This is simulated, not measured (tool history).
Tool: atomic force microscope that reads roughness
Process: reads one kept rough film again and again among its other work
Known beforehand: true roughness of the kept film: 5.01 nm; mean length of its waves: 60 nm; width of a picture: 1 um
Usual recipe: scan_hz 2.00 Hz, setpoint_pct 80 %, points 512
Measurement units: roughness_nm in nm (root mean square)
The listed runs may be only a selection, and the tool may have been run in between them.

Run 1, hour 0.0: usual settings. Result: roughness_nm 3.883 nm (root mean square).
Run 2, hour 10.5: usual settings. Result: roughness_nm 3.850 nm (root mean square).
Run 3, hour 23.6: usual settings but points 446. Result: roughness_nm 3.816 nm (root mean square).
Run 4, hour 33.5: usual settings but points 446. Result: roughness_nm 3.804 nm (root mean square).
Run 5, hour 49.2: usual settings but points 468. Result: roughness_nm 3.779 nm (root mean square).
Run 6, hour 65.3: usual settings but points 468. Result: roughness_nm 3.726 nm (root mean square).
Run 7, hour 74.5: usual settings but points 415. Result: roughness_nm 3.695 nm (root mean square).
Run 8, hour 82.3: usual settings. Result: roughness_nm 3.706 nm (root mean square).
Run 9, hour 89.9: usual settings. Result: roughness_nm 3.664 nm (root mean square).
Run 10, hour 99.6: usual settings. Result: roughness_nm 3.647 nm (root mean square).
Run 11, hour 116.3: usual settings. Result: roughness_nm 3.630 nm (root mean square).
At hour 126.5: new tip fitted.
Run 12, hour 128.5: usual settings. Result: roughness_nm 3.895 nm (root mean square).
Run 13, hour 140.0: usual settings but points 446. Result: roughness_nm 3.857 nm (root mean square).
Run 14, hour 156.4: usual settings but points 446. Result: roughness_nm 3.826 nm (root mean square).
Run 15, hour 164.1: usual settings but points 665. Result: roughness_nm 3.806 nm (root mean square).
Run 16, hour 175.9: usual settings but points 665. Result: roughness_nm 3.804 nm (root mean square).
Run 17, hour 188.3: usual settings but points 665. Result: roughness_nm 3.774 nm (root mean square).
Run 18, hour 195.2: usual settings but points 665. Result: roughness_nm 3.751 nm (root mean square).
Run 19, hour 202.4: usual settings. Result: roughness_nm 3.738 nm (root mean square).
Run 20, hour 217.4: usual settings. Result: roughness_nm 3.676 nm (root mean square).
Run 21, hour 224.7: usual settings. Result: roughness_nm 3.659 nm (root mean square).
Run 22, hour 237.8: usual settings but scan_hz 0.53 Hz, points 986. Result: roughness_nm 4.196 nm (root mean square).
Run 23, hour 250.4: usual settings but scan_hz 0.53 Hz, points 986. Result: roughness_nm 4.195 nm (root mean square).
At hour 252.8: height scale calibrated on a step standard.
Run 24, hour 264.1: usual settings but scan_hz 0.54 Hz, points 392. Result: roughness_nm 4.091 nm (root mean square).
At hour 268.6: new tip fitted.
Run 25, hour 271.6: usual settings but scan_hz 0.54 Hz, points 392. Result: roughness_nm 4.458 nm (root mean square).
Run 26, hour 286.4: usual settings but scan_hz 1.29 Hz, setpoint_pct 71 %, points 348. Result: roughness_nm 4.291 nm (root mean square).
Run 27, hour 295.1: usual settings but scan_hz 1.29 Hz, setpoint_pct 71 %, points 348. Result: roughness_nm 4.302 nm (root mean square).
At hour 300.4: height scale calibrated on a step standard, once more.
Run 28, hour 310.4: usual settings but scan_hz 1.29 Hz, setpoint_pct 71 %, points 348. Result: roughness_nm 4.287 nm (root mean square).
Run 29, hour 320.4: usual settings but scan_hz 1.29 Hz, setpoint_pct 71 %, points 348. Result: roughness_nm 4.252 nm (root mean square).
Run 30, hour 336.1: usual settings but scan_hz 1.29 Hz, setpoint_pct 71 %, points 348. Result: roughness_nm 4.197 nm (root mean square).
Run 31, hour 343.4: usual settings but setpoint_pct 63 %. Result: roughness_nm 4.206 nm (root mean square).
Run 32, hour 354.7: usual settings but setpoint_pct 63 %. Result: roughness_nm 4.147 nm (root mean square).
Run 33, hour 368.4: usual settings but points 321. Result: roughness_nm 3.686 nm (root mean square).
Run 34, hour 375.2: usual settings but points 321. Result: roughness_nm 3.681 nm (root mean square).
Run 35, hour 391.9: usual settings but points 321. Result: roughness_nm 3.637 nm (root mean square).
Run 36, hour 399.0: usual settings but scan_hz 0.55 Hz, setpoint_pct 61 %. Result: roughness_nm 4.372 nm (root mean square).
At hour 411.0: new tip fitted.
Run 37, hour 413.9: usual settings but scan_hz 1.36 Hz, setpoint_pct 62 %. Result: roughness_nm 4.556 nm (root mean square).
Run 38, hour 421.6: usual settings but scan_hz 2.25 Hz, setpoint_pct 77 %, points 502. Result: roughness_nm 3.925 nm (root mean square).
Run 39, hour 438.0: usual settings but scan_hz 2.25 Hz, setpoint_pct 90 %, points 502. Result: roughness_nm 3.358 nm (root mean square).

For some of the steps in roughness_nm from one run to the next: how much would appear even if the tool had no hidden state, given the settings, what came in and random variation, and how much remains for the hidden state plus any gauge scatter that the measured result and the result without hidden state don't share?
The tool's hidden condition here consists of: radius of the tip, nm; height scale over the true one, %; drift of the gauge itself on roughness_nm, %.
Run 11 -> 12: new tip fitted. roughness_nm +0.265 nm (root mean square): hidden state +0.275, all else -0.010.
Run 24 -> 25: new tip fitted. roughness_nm +0.367 nm (root mean square): hidden state +0.338, all else +0.029.
Run 35 -> 36: scan_hz 2.00 -> 0.55, setpoint_pct 80 -> 61, points 321 -> 512. roughness_nm +0.735 nm (root mean square): hidden state -0.081, all else +0.816.
Run 36 -> 37: scan_hz 0.55 -> 1.36, setpoint_pct 61 -> 62, new tip fitted. roughness_nm +0.184 nm (root mean square): hidden state +0.345, all else -0.161.
Run 37 -> 38: scan_hz 1.36 -> 2.25, setpoint_pct 62 -> 77, points 512 -> 502. roughness_nm -0.631 nm (root mean square): hidden state -0.017, all else -0.614.
Run 38 -> 39: setpoint_pct 77 -> 90. roughness_nm -0.567 nm (root mean square): hidden state -0.030, all else -0.537.
